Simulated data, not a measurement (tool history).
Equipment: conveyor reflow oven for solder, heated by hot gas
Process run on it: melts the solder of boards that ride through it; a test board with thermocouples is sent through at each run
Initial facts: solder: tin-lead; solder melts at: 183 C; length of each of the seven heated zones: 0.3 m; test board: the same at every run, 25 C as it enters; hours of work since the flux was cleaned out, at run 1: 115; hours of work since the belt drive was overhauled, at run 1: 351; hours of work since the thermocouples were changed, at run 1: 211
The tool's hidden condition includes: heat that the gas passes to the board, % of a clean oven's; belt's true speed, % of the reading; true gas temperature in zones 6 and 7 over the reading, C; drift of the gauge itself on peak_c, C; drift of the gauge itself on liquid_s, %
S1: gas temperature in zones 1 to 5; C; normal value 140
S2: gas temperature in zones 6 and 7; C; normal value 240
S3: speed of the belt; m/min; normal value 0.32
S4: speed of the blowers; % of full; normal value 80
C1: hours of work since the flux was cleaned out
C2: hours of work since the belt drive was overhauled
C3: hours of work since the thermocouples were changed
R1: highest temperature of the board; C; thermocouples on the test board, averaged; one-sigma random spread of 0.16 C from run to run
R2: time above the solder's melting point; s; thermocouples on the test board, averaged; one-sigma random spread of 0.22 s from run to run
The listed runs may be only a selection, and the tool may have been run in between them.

run 1 hour=0 | S1=140 S2=240 S3=0.32 S4=80 | C1=115 C2=351 C3=211 | R1=227.3 R2=96.3
run 2 hour=6.1 | S1=140 S2=231 S3=0.32 S4=80 | C1=118 C2=354 C3=215 | R1=219.5 R2=89.4
run 3 hour=16.6 | S1=140 S2=231 S3=0.32 S4=80 | C1=124 C2=360 C3=220 | R1=219.7 R2=89.3
run 4 hour=27 | S1=140 S2=240 S3=0.32 S4=80 | C1=130 C2=366 C3=226 | R1=227.5 R2=96.8
run 5 hour=34.6 | S1=140 S2=240 S3=0.32 S4=53 | C1=134 C2=370 C3=230 | R1=223.3 R2=92.2
run 6 hour=45.7 | S1=140 S2=240 S3=0.32 S4=53 | C1=140 C2=376 C3=236 | R1=223.6 R2=92.3
run 7 hour=50.6 | S1=140 S2=240 S3=0.32 S4=53 | C1=143 C2=379 C3=239 | R1=223.4 R2=91.9
run 8 hour=56.6 | S1=140 S2=240 S3=0.32 S4=50 | C1=146 C2=382 C3=242 | R1=222.6 R2=91.6
run 9 hour=63.3 | S1=140 S2=240 S3=0.32 S4=50 | C1=150 C2=385 C3=246 | R1=222.6 R2=91.4
run 10 hour=70.4 | S1=140 S2=240 S3=0.32 S4=80 | C1=154 C2=389 C3=250 | R1=228 R2=96.6
run 11 hour=79.7 | S1=140 S2=240 S3=0.32 S4=80 | C1=159 C2=394 C3=255 | R1=227.7 R2=96.8
run 12 hour=89.8 | S1=127 S2=240 S3=0.32 S4=80 | C1=164 C2=400 C3=261 | R1=225.7 R2=89
run 13 hour=96.2 | S1=127 S2=240 S3=0.32 S4=80 | C1=168 C2=404 C3=264 | R1=225.5 R2=89.1
run 14 hour=105.5 | S1=153 S2=232 S3=0.32 S4=80 | C1=173 C2=409 C3=269 | R1=222.1 R2=99.6
run 15 hour=114.8 | S1=153 S2=244 S3=0.274 S4=80 | C1=178 C2=414 C3=274 | R1=236.5 R2=128.4
run 16 hour=125.8 | S1=153 S2=240 S3=0.287 S4=80 | C1=184 C2=420 C3=280 | R1=231.9 R2=119.7
run 17 hour=132.7 | S1=140 S2=240 S3=0.32 S4=74 | C1=188 C2=424 C3=284 | R1=226.6 R2=95.5
run 18 hour=143.1 | S1=140 S2=240 S3=0.313 S4=63 | C1=194 C2=429 C3=290 | R1=225.8 R2=97.1
run 19 hour=151.2 | S1=154 S2=240 S3=0.32 S4=56 | C1=198 C2=434 C3=294 | R1=226.2 R2=103.3
run 20 hour=157 | S1=125 S2=231 S3=0.281 S4=80 | C1=201 C2=437 C3=298 | R1=220.7 R2=97
run 21 hour=166.2 | S1=139 S2=237 S3=0.32 S4=80 | C1=206 C2=442 C3=303 | R1=224.7 R2=93.7
run 22 hour=175.5 | S1=139 S2=237 S3=0.32 S4=80 | C1=211 C2=447 C3=308 | R1=224.6 R2=93.8
run 23 hour=181.3 | S1=144 S2=240 S3=0.359 S4=57 | C1=215 C2=450 C3=311 | R1=220.5 R2=81
run 24 hour=186.2 | S1=150 S2=240 S3=0.281 S4=57 | C1=217 C2=453 C3=314 | R1=229.5 R2=118.2

Predict each of these 5 candidate next runs independently; none follows another, all start after run 24:
run A hour=193.6 | S1=150 S2=240 S3=0.281 S4=57 | C1=221 C2=457 C3=318 | R1=? R2=?
run B hour=193.6 | S1=150 S2=240 S3=0.27 S4=81 | C1=221 C2=457 C3=318 | R1=? R2=?
run C hour=193.6 | S1=134 S2=254 S3=0.323 S4=57 | C1=221 C2=457 C3=318 | R1=? R2=?
run D hour=193.6 | S1=150 S2=240 S3=0.323 S4=57 | C1=221 C2=457 C3=318 | R1=? R2=?
run E hour=193.6 | S1=140 S2=251 S3=0.268 S4=57 | C1=221 C2=457 C3=318 | R1=? R2=?

run=A R1=229.3 R2=118.1
run=B R1=232.9 R2=125.9
run=C R1=234.8 R2=98.7
run=D R1=225.5 R2=98.9
run=E R1=239.6 R2=125.9
Stripped of hidden state, with their random variation kept, the same runs would have yielded:
run=A R1=229 R2=117.1
run=B R1=232.6 R2=124.9
run=C R1=234.8 R2=98.1
run=D R1=225.4 R2=98.3
run=E R1=239.4 R2=124.9
